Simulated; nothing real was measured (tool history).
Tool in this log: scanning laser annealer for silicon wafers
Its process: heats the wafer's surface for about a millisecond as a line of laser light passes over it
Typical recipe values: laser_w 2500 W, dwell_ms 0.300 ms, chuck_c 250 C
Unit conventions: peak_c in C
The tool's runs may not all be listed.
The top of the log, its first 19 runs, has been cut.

run 20 hour=246.9 | laser_w=2155 dwell_ms=0.300 chuck_c=250 | peak_c=939
run 21 hour=263.0 | laser_w=2155 dwell_ms=0.300 chuck_c=250 | peak_c=938
run 22 hour=273.3 | laser_w=2155 dwell_ms=0.237 chuck_c=233 | peak_c=842
run 23 hour=280.8 | laser_w=2155 dwell_ms=0.237 chuck_c=233 | peak_c=842
run 24 hour=290.3 | laser_w=2155 dwell_ms=0.237 chuck_c=233 | peak_c=842
run 25 hour=298.3 | laser_w=2704 dwell_ms=0.247 chuck_c=233 | peak_c=1014
run 26 hour=310.6 | laser_w=2704 dwell_ms=0.247 chuck_c=233 | peak_c=1011
run 27 hour=326.2 | laser_w=2704 dwell_ms=0.247 chuck_c=233 | peak_c=1009
run 28 hour=343.3 | laser_w=2209 dwell_ms=0.300 chuck_c=271 | peak_c=971
run 29 hour=353.4 | laser_w=2674 dwell_ms=0.265 chuck_c=278 | peak_c=1075
run 30 hour=370.6 | laser_w=2674 dwell_ms=0.265 chuck_c=278 | peak_c=1070
run 31 hour=383.3 | laser_w=2338 dwell_ms=0.300 chuck_c=227 | peak_c=962
run 32 hour=391.8 | laser_w=2338 dwell_ms=0.301 chuck_c=269 | peak_c=1005
run 33 hour=408.8 | laser_w=2457 dwell_ms=0.333 chuck_c=250 | peak_c=1061
run 34 hour=423.3 | laser_w=2457 dwell_ms=0.287 chuck_c=237 | peak_c=989
run 35 hour=433.0 | laser_w=2338 dwell_ms=0.287 chuck_c=244 | peak_c=959
run 36 hour=448.6 | laser_w=2222 dwell_ms=0.329 chuck_c=227 | peak_c=956
run 37 hour=462.5 | laser_w=2222 dwell_ms=0.329 chuck_c=227 | peak_c=955
run 38 hour=478.1 | laser_w=2222 dwell_ms=0.270 chuck_c=212 | peak_c=867
run 39 hour=495.3 | laser_w=2222 dwell_ms=0.270 chuck_c=212 | peak_c=866
run 40 hour=506.0 | laser_w=2500 dwell_ms=0.308 chuck_c=250 | peak_c=1038
run 41 hour=514.3 | laser_w=2500 dwell_ms=0.308 chuck_c=250 | peak_c=1040

3 ways to go on from here, each from the tool as it stands after run 41. What would each give?
run A hour=522.4 | laser_w=2500 dwell_ms=0.268 chuck_c=250 | peak_c=?
run B hour=522.4 | laser_w=2344 dwell_ms=0.273 chuck_c=270 | peak_c=?
run C hour=522.4 | laser_w=2520 dwell_ms=0.305 chuck_c=262 | peak_c=?

run=A peak_c=985
run=B peak_c=967
run=C peak_c=1051
With no hidden state in the tool, these same runs would have given:
run=A peak_c=1013
run=B peak_c=994
run=C peak_c=1081
